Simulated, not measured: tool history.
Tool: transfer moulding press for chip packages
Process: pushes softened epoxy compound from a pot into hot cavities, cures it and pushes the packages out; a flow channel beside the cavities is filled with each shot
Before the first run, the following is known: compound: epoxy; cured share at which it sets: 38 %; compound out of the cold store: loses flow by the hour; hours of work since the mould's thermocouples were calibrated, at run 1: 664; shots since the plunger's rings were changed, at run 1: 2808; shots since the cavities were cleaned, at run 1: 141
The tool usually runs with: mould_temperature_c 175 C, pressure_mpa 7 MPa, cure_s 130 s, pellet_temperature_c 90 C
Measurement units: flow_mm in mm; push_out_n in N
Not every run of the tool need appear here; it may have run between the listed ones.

run,hour,mould_temperature_c,pressure_mpa,cure_s,pellet_temperature_c,hours of work since the mould's thermocouples were calibrated,shots since the plunger's rings were changed,shots since the cavities were cleaned,incoming compound's hours out of the cold store,flow_mm,push_out_n
1,0,175,7,130,90,664,2808,141,38.7,540,535
2,18.6,175,7,130,90,676,2985,318,34.7,544,643
# hour 33.1: cavities cleaned with cleaning compound and waxed
# hour 45.3: plunger's sealing rings changed
3,47,175,7,114,90,693,17,110,22.2,583,592
# hour 59.9: mould's thermocouples calibrated
4,63.3,175,7,163,90,2,153,246,24.1,580,606
5,82.2,175,7,163,90,15,333,426,38.6,553,709
# hour 85.8: cavities cleaned with cleaning compound and waxed
6,101.1,175,7,163,90,27,499,146,9.1,606,532
7,113.6,175,7,163,90,35,618,265,16.6,593,589
# hour 133: cavities cleaned with cleaning compound and waxed
8,136,175,7,163,90,50,817,28,40.6,548,447
9,160.5,175,6.26,163,90,66,1051,262,21.7,547,618
# hour 179.3: cavities cleaned with cleaning compound and waxed
10,185.8,175,6.26,163,90,82,1278,62,23.1,546,508
11,200.9,175,7,130,90,93,1423,207,37.7,547,613
12,222.4,175,7,111,90,107,1628,412,18.2,582,821
# hour 225.9: cavities cleaned with cleaning compound and waxed
13,243.4,175,7,130,85,121,1813,166,33.1,556,589
14,264.7,180,7,130,90,135,2016,369,10.7,581,660
# hour 272.5: cavities cleaned with cleaning compound and waxed
15,282.1,177,7.15,129,97,146,2168,92,14.9,588,529
16,292.6,169,7,130,90,153,2269,193,8.4,623,759
17,316.1,169,7,130,90,169,2493,417,9.5,616,902
# hour 319.3: cavities cleaned with cleaning compound and waxed
18,330.7,171,7,150,90,178,2617,108,25.4,575,560
19,349.2,175,7,130,85,190,2793,284,34.6,548,678
# hour 366.8: cavities cleaned with cleaning compound and waxed
20,371.6,175,7,130,85,205,2994,47,31.3,555,500
21,393.2,171,5.48,157,84,219,3199,252,47.4,477,632
# hour 398: plunger's sealing rings changed
# hour 416.8: cavities cleaned with cleaning compound and waxed
22,420.1,171,5.48,157,84,235,196,30,36.1,503,474
23,439.2,175,7,130,90,248,379,213,17.1,594,623
24,454.5,175,6.58,128,96,258,525,359,9.7,588,721
# hour 464.1: cavities cleaned with cleaning compound and waxed
25,475.4,180,7.38,130,81,271,709,107,16,590,497
26,496.9,178,7,130,86,286,915,313,32.5,552,644
# hour 511.2: cavities cleaned with cleaning compound and waxed
27,522.8,175,7,121,81,303,1148,111,13.8,598,596
28,538.3,175,7,166,96,313,1296,259,16,591,635

Each row is a separate what-if for the run after 28, all from the same tool condition, not one after another. Results?
A,554.4,175,6.95,170,90,324,1449,412,28.4,?,?
B,554.4,175,7,110,86,324,1449,412,39.7,?,?
C,554.4,175,7,120,96,324,1449,412,27.8,?,?

run,flow_mm,push_out_n
A,566,716
B,547,773
C,566,755
Take away the tool's hidden state, keep each run's random variation, and the runs would have read:
run,flow_mm,push_out_n
A,575,450
B,555,492
C,575,478

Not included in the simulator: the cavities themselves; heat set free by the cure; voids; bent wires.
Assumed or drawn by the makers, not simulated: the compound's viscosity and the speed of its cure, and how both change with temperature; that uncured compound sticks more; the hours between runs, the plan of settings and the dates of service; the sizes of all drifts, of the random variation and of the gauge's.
